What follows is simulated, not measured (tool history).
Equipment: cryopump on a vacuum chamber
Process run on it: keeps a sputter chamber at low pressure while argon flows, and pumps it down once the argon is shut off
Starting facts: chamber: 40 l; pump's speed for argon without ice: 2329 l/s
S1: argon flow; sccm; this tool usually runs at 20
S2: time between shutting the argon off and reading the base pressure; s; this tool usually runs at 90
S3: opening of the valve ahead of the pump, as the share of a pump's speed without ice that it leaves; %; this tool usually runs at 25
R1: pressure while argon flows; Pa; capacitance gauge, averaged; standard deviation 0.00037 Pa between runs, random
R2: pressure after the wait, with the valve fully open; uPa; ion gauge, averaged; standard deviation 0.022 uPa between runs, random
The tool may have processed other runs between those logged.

{"run": 1, "day": 0.0, "S1": 20, "S2": 90, "S3": 25, "R1": 0.06, "R2": 0.95}
{"run": 2, "day": 0.85, "S1": 15, "S2": 90, "S3": 25, "R1": 0.0446, "R2": 0.96}
{"run": 3, "day": 1.462, "S1": 15, "S2": 90, "S3": 25, "R1": 0.0442, "R2": 0.89}
{"run": 4, "day": 2.188, "S1": 20, "S2": 90, "S3": 25, "R1": 0.06, "R2": 0.96}
{"run": 5, "day": 2.8, "S1": 20, "S2": 90, "S3": 25, "R1": 0.0599, "R2": 0.99}
{"run": 6, "day": 3.383, "S1": 20, "S2": 90, "S3": 25, "R1": 0.0607, "R2": 0.97}
{"run": 7, "day": 3.904, "S1": 20, "S2": 51, "S3": 25, "R1": 0.0603, "R2": 1.4}
{"run": 8, "day": 4.671, "S1": 20, "S2": 51, "S3": 25, "R1": 0.0602, "R2": 1.4}
{"run": 9, "day": 5.129, "S1": 20, "S2": 90, "S3": 25, "R1": 0.0602, "R2": 1.01}
{"run": 10, "day": 5.954, "S1": 20, "S2": 90, "S3": 25, "R1": 0.0604, "R2": 1.04}
{"run": 11, "day": 6.521, "S1": 20, "S2": 185, "S3": 25, "R1": 0.0602, "R2": 0.76}
{"run": 12, "day": 7.412, "S1": 20, "S2": 90, "S3": 25, "R1": 0.0605, "R2": 1.04}
{"run": 13, "day": 7.804, "S1": 20, "S2": 90, "S3": 34, "R1": 0.0459, "R2": 1.04}
{"run": 14, "day": 8.675, "S1": 22, "S2": 90, "S3": 25, "R1": 0.0668, "R2": 1.07}
{"run": 15, "day": 9.296, "S1": 11, "S2": 175, "S3": 25, "R1": 0.0339, "R2": 0.79}
{"run": 16, "day": 9.912, "S1": 11, "S2": 116, "S3": 37, "R1": 0.0234, "R2": 0.96}
{"run": 17, "day": 10.671, "S1": 17, "S2": 35, "S3": 25, "R1": 0.0524, "R2": 1.91}
{"run": 18, "day": 11.462, "S1": 17, "S2": 35, "S3": 25, "R1": 0.0519, "R2": 1.9}
{"run": 19, "day": 11.875, "S1": 40, "S2": 64, "S3": 55, "R1": 0.0583, "R2": 1.35}
{"run": 20, "day": 12.562, "S1": 38, "S2": 90, "S3": 18, "R1": 0.1593, "R2": 1.13}
{"run": 21, "day": 13.25, "S1": 35, "S2": 92, "S3": 51, "R1": 0.0562, "R2": 1.11}
{"run": 22, "day": 13.933, "S1": 20, "S2": 90, "S3": 23, "R1": 0.0666, "R2": 1.14}
{"run": 23, "day": 14.767, "S1": 20, "S2": 90, "S3": 29, "R1": 0.0545, "R2": 1.16}
{"run": 24, "day": 15.492, "S1": 20, "S2": 90, "S3": 29, "R1": 0.0535, "R2": 1.13}
{"run": 25, "day": 16.246, "S1": 11, "S2": 90, "S3": 29, "R1": 0.0295, "R2": 1.17}
{"run": 26, "day": 17.083, "S1": 11, "S2": 90, "S3": 29, "R1": 0.0299, "R2": 1.22}
{"run": 27, "day": 17.992, "S1": 11, "S2": 90, "S3": 29, "R1": 0.03, "R2": 1.2}
{"run": 28, "day": 18.462, "S1": 26, "S2": 21, "S3": 25, "R1": 0.0815, "R2": 2.9}

5 ways to go on from here, each from the tool as it stands after run 28. What would each give?
{"run": "A", "day": 19.242, "S1": 26, "S2": 40, "S3": 25, "R1": "?", "R2": "?"}
{"run": "B", "day": 19.242, "S1": 16, "S2": 179, "S3": 29, "R1": "?", "R2": "?"}
{"run": "C", "day": 19.242, "S1": 24, "S2": 188, "S3": 25, "R1": "?", "R2": "?"}
{"run": "D", "day": 19.242, "S1": 26, "S2": 21, "S3": 46, "R1": "?", "R2": "?"}
{"run": "E", "day": 19.242, "S1": 9, "S2": 132, "S3": 30, "R1": "?", "R2": "?"}

run=A R1=0.0809 R2=1.88
run=B R1=0.0434 R2=1.03
run=C R1=0.0755 R2=1.01
run=D R1=0.0457 R2=2.95
run=E R1=0.0236 R2=1.10
With the hidden condition removed and each run's random variation left untouched, the same runs would have given:
run=A R1=0.0754 R2=1.28
run=B R1=0.0401 R2=0.42
run=C R1=0.0704 R2=0.41
run=D R1=0.0402 R2=2.35
run=E R1=0.0217 R2=0.49
